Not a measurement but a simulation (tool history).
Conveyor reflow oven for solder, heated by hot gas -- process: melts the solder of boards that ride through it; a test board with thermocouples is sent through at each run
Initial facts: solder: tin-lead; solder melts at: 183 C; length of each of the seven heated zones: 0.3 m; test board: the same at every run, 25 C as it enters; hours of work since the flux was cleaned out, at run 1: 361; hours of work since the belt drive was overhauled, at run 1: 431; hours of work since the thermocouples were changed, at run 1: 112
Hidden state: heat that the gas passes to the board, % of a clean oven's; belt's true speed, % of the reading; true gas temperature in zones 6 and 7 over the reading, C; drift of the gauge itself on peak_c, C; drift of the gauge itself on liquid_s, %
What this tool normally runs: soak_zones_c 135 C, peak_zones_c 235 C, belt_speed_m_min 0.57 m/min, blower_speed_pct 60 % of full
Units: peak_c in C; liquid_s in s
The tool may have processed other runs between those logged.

| run | hour | soak_zones_c | peak_zones_c | belt_speed_m_min | blower_speed_pct | hours of work since the flux was cleaned out | hours of work since the belt drive was overhauled | hours of work since the thermocouples were changed | peak_c | liquid_s |
|---|---|---|---|---|---|---|---|---|---|---|
| 1 | 0 | 135 | 235 | 0.57 | 60 | 361 | 431 | 112 | 211.4 | 41.9 |
| 2 | 11.8 | 135 | 235 | 0.57 | 60 | 368 | 439 | 119 | 211.4 | 41.8 |
| 3 | 22.4 | 135 | 235 | 0.497 | 60 | 375 | 446 | 126 | 216.2 | 52.8 |
| 4 | 32.9 | 135 | 235 | 0.57 | 60 | 382 | 452 | 133 | 211.3 | 41.7 |
| 5 | 43 | 135 | 230 | 0.57 | 60 | 388 | 459 | 139 | 207.5 | 38.2 |
| 6 | 64.2 | 135 | 235 | 0.664 | 60 | 402 | 472 | 153 | 205.1 | 29.9 |
|  | 85 | flux residue cleaned out of gas plates and filters |
| 7 | 88.8 | 135 | 235 | 0.57 | 60 | 2 | 485 | 166 | 213.3 | 43.6 |
| 8 | 103.7 | 135 | 235 | 0.57 | 60 | 12 | 495 | 175 | 213.2 | 43.5 |
| 9 | 114.5 | 135 | 235 | 0.57 | 60 | 19 | 502 | 182 | 213.2 | 43.6 |
| 10 | 135.5 | 135 | 235 | 0.57 | 53 | 32 | 515 | 196 | 211.4 | 42 |
| 11 | 155.2 | 135 | 235 | 0.495 | 60 | 45 | 528 | 208 | 217.7 | 54.8 |
| 12 | 174.8 | 135 | 235 | 0.57 | 60 | 58 | 540 | 221 | 213.1 | 43.4 |
| 13 | 186.5 | 135 | 235 | 0.57 | 60 | 65 | 548 | 228 | 213 | 43.2 |
| 14 | 196.1 | 135 | 235 | 0.57 | 60 | 71 | 554 | 235 | 212.9 | 43.3 |
| 15 | 215.2 | 135 | 235 | 0.57 | 76 | 84 | 566 | 247 | 216.1 | 46 |
| 16 | 226.8 | 140 | 235 | 0.57 | 76 | 91 | 574 | 254 | 216.9 | 47.9 |
| 17 | 239.2 | 144 | 235 | 0.548 | 60 | 99 | 582 | 262 | 215.8 | 50.4 |
| 18 | 251.7 | 135 | 235 | 0.645 | 60 | 107 | 590 | 270 | 207.8 | 33.8 |
| 19 | 272.8 | 135 | 240 | 0.494 | 60 | 121 | 603 | 284 | 221.6 | 57.4 |
| 20 | 283.8 | 135 | 240 | 0.494 | 60 | 128 | 611 | 291 | 221.4 | 57.6 |
| 21 | 298.9 | 131 | 235 | 0.57 | 60 | 138 | 620 | 301 | 211.2 | 41 |
| 22 | 310 | 135 | 235 | 0.57 | 60 | 145 | 627 | 308 | 212.3 | 42.9 |
| 23 | 326.8 | 135 | 231 | 0.57 | 83 | 156 | 638 | 319 | 213 | 44.2 |
| 24 | 344.8 | 127 | 235 | 0.57 | 88 | 167 | 650 | 330 | 215.8 | 44.2 |
| 25 | 356.1 | 122 | 248 | 0.608 | 78 | 174 | 657 | 338 | 221.5 | 43.1 |
| 26 | 371.1 | 147 | 235 | 0.57 | 54 | 184 | 667 | 347 | 213 | 47.3 |
| 27 | 379.9 | 135 | 235 | 0.465 | 66 | 190 | 672 | 353 | 219.7 | 60.2 |

The logged runs with the hidden state left out (each run's random variation unchanged):
| run | peak_c | liquid_s |
|---|---|---|
| 1 | 213.6 | 43.4 |
| 2 | 213.7 | 43.4 |
| 3 | 218.3 | 54.1 |
| 4 | 213.7 | 43.4 |
| 5 | 209.9 | 40.1 |
| 6 | 207.9 | 32.2 |
| 7 | 213.6 | 43.2 |
| 8 | 213.5 | 43.2 |
| 9 | 213.7 | 43.3 |
| 10 | 211.9 | 41.7 |
| 11 | 218.4 | 54.5 |
| 12 | 213.8 | 43.3 |
| 13 | 213.8 | 43.1 |
| 14 | 213.7 | 43.2 |
| 15 | 217.1 | 46 |
| 16 | 218 | 47.8 |
| 17 | 216.9 | 50.4 |
| 18 | 208.8 | 34.1 |
| 19 | 222.8 | 57.4 |
| 20 | 222.7 | 57.5 |
| 21 | 212.6 | 41.4 |
| 22 | 213.7 | 43.2 |
| 23 | 214.7 | 44.6 |
| 24 | 217.6 | 44.7 |
| 25 | 223.4 | 43.4 |
| 26 | 214.6 | 47.7 |
| 27 | 221.5 | 60.4 |
